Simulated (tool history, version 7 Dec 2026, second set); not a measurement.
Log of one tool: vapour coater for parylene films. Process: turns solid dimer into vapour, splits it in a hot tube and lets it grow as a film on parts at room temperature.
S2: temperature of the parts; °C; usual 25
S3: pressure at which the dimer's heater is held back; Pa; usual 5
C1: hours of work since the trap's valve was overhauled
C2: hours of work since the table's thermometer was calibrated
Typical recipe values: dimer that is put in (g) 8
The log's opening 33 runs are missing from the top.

run 34 hour=1271 | dimer_that_is_put_in_(g)=6 S2=25 S3=2.77 | C1=330 C2=1716 | thickness_of_the_film_(nm)=1510
run 35 hour=1306.1 | dimer_that_is_put_in_(g)=6 S2=25 S3=2.77 | C1=355 C2=1742 | thickness_of_the_film_(nm)=1490
run 36 hour=1356.2 | dimer_that_is_put_in_(g)=4 S2=32 S3=8.4 | C1=391 C2=1778 | thickness_of_the_film_(nm)=660
-- hour=1373.6 table's thermometer calibrated
run 37 hour=1382.3 | dimer_that_is_put_in_(g)=4 S2=32 S3=8.4 | C1=409 C2=6 | thickness_of_the_film_(nm)=660
run 38 hour=1410.3 | dimer_that_is_put_in_(g)=4 S2=32 S3=8.4 | C1=429 C2=26 | thickness_of_the_film_(nm)=680
run 39 hour=1456.6 | dimer_that_is_put_in_(g)=4 S2=32 S3=8.4 | C1=463 C2=60 | thickness_of_the_film_(nm)=660
run 40 hour=1503.3 | dimer_that_is_put_in_(g)=4 S2=32 S3=8.4 | C1=496 C2=93 | thickness_of_the_film_(nm)=660
run 41 hour=1538.9 | dimer_that_is_put_in_(g)=6 S2=19 S3=2.5 | C1=522 C2=119 | thickness_of_the_film_(nm)=1950

What if the next run were any one of these 3? Each begins from the tool's condition after run 41:
run A hour=1569.7 | dimer_that_is_put_in_(g)=5 S2=36 S3=5 | C1=544 C2=141 | thickness_of_the_film_(nm)=?
run B hour=1569.7 | dimer_that_is_put_in_(g)=5 S2=19 S3=2.5 | C1=544 C2=141 | thickness_of_the_film_(nm)=?
run C hour=1569.7 | dimer_that_is_put_in_(g)=7 S2=27 S3=3.38 | C1=544 C2=141 | thickness_of_the_film_(nm)=?

run=A thickness_of_the_film_(nm)=730
run=B thickness_of_the_film_(nm)=1620
run=C thickness_of_the_film_(nm)=1570
Without the tool's unlogged condition, the same runs would have read:
run=A thickness_of_the_film_(nm)=780
run=B thickness_of_the_film_(nm)=1730
run=C thickness_of_the_film_(nm)=1680

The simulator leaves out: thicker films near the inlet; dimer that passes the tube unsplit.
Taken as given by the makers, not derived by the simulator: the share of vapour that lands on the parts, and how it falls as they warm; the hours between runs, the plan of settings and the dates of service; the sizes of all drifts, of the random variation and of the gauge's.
